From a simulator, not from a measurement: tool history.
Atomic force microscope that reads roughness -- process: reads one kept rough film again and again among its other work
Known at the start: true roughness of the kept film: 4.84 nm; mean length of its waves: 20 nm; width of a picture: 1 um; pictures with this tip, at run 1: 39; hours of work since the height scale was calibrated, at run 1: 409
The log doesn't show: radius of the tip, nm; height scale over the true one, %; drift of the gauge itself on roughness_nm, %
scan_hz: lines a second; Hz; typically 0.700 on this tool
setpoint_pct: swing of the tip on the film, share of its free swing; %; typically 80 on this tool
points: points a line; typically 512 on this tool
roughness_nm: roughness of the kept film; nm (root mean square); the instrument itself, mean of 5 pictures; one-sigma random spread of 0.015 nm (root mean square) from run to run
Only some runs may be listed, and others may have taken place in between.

| run | hour | scan_hz | setpoint_pct | points | pictures with this tip | hours of work since the height scale was calibrated | roughness_nm |
|---|---|---|---|---|---|---|---|
| 1 | 0.0 | 0.700 | 80 | 512 | 39 | 409 | 3.618 |
| 2 | 45.0 | 0.700 | 88 | 512 | 76 | 432 | 3.419 |
| 3 | 83.3 | 0.700 | 88 | 394 | 108 | 451 | 3.330 |
| 4 | 117.3 | 0.700 | 60 | 512 | 137 | 468 | 3.430 |
| 5 | 151.1 | 0.700 | 60 | 512 | 165 | 486 | 3.394 |
| 6 | 185.7 | 0.700 | 88 | 512 | 194 | 503 | 3.139 |
| 7 | 240.9 | 0.700 | 88 | 512 | 240 | 531 | 3.027 |
|  | 291.3 | new tip fitted |
| 8 | 291.3 | 0.700 | 88 | 512 | 0 | 556 | 3.611 |
| 9 | 324.4 | 0.700 | 88 | 512 | 27 | 573 | 3.522 |
| 10 | 359.6 | 0.700 | 66 | 512 | 57 | 591 | 3.613 |
| 11 | 398.7 | 0.700 | 66 | 512 | 89 | 610 | 3.539 |
| 12 | 440.3 | 0.700 | 80 | 512 | 124 | 632 | 3.344 |
| 13 | 471.8 | 0.700 | 80 | 512 | 151 | 647 | 3.292 |
| 14 | 502.0 | 0.700 | 80 | 512 | 176 | 663 | 3.212 |
| 15 | 550.7 | 0.700 | 80 | 512 | 217 | 687 | 3.127 |
| 16 | 574.1 | 0.700 | 80 | 270 | 236 | 699 | 3.016 |
| 17 | 616.6 | 0.700 | 78 | 512 | 272 | 721 | 2.995 |
|  | 628.0 | new tip fitted |
| 18 | 655.3 | 0.700 | 78 | 512 | 23 | 740 | 3.634 |
| 19 | 705.0 | 2.372 | 80 | 512 | 64 | 765 | 3.146 |
| 20 | 742.8 | 1.450 | 80 | 512 | 96 | 784 | 3.241 |
| 21 | 790.3 | 1.450 | 80 | 512 | 136 | 808 | 3.152 |
| 22 | 836.1 | 1.742 | 86 | 379 | 174 | 831 | 2.858 |
| 23 | 864.7 | 1.742 | 86 | 379 | 198 | 846 | 2.830 |
| 24 | 901.5 | 1.352 | 66 | 412 | 229 | 864 | 3.079 |
| 25 | 940.6 | 1.647 | 80 | 852 | 261 | 884 | 2.855 |
|  | 963.3 | new tip fitted |
| 26 | 995.3 | 1.647 | 80 | 492 | 27 | 912 | 3.407 |
| 27 | 1026.6 | 1.359 | 85 | 331 | 53 | 928 | 3.298 |
| 28 | 1079.0 | 0.856 | 74 | 277 | 97 | 954 | 3.386 |
| 29 | 1120.2 | 3.785 | 63 | 277 | 131 | 975 | 3.105 |
| 30 | 1145.7 | 3.785 | 63 | 277 | 152 | 988 | 3.077 |
| 31 | 1189.7 | 0.549 | 83 | 560 | 189 | 1010 | 3.217 |
| 32 | 1222.4 | 2.094 | 65 | 512 | 216 | 1027 | 3.077 |
| 33 | 1265.2 | 3.005 | 85 | 512 | 252 | 1048 | 2.565 |
|  | 1301.0 | new tip fitted |
| 34 | 1316.1 | 3.606 | 76 | 512 | 12 | 1074 | 3.212 |
| 35 | 1341.9 | 2.548 | 64 | 692 | 34 | 1087 | 3.524 |
| 36 | 1389.3 | 2.548 | 64 | 692 | 74 | 1111 | 3.451 |
| 37 | 1433.4 | 2.548 | 64 | 692 | 110 | 1133 | 3.343 |
| 38 | 1476.5 | 1.013 | 71 | 390 | 146 | 1155 | 3.310 |
| 39 | 1522.1 | 1.013 | 71 | 390 | 185 | 1178 | 3.183 |

Alternative continuations, all from the tool just after run 39; predict every row:
| A | 1548.9 | 1.013 | 72 | 676 | 207 | 1191 | ? |
| B | 1548.9 | 2.633 | 87 | 882 | 207 | 1191 | ? |
| C | 1548.9 | 3.049 | 61 | 914 | 207 | 1191 | ? |
| D | 1548.9 | 1.013 | 71 | 270 | 207 | 1191 | ? |
| E | 1548.9 | 1.273 | 77 | 321 | 207 | 1191 | ? |

| run | roughness_nm |
|---|---|
| A | 3.152 |
| B | 2.667 |
| C | 3.123 |
| D | 3.093 |
| E | 3.030 |
With the hidden condition removed and each run's random variation left untouched, the same runs would have given:
| run | roughness_nm |
|---|---|
| A | 3.695 |
| B | 3.125 |
| C | 3.660 |
| D | 3.626 |
| E | 3.553 |
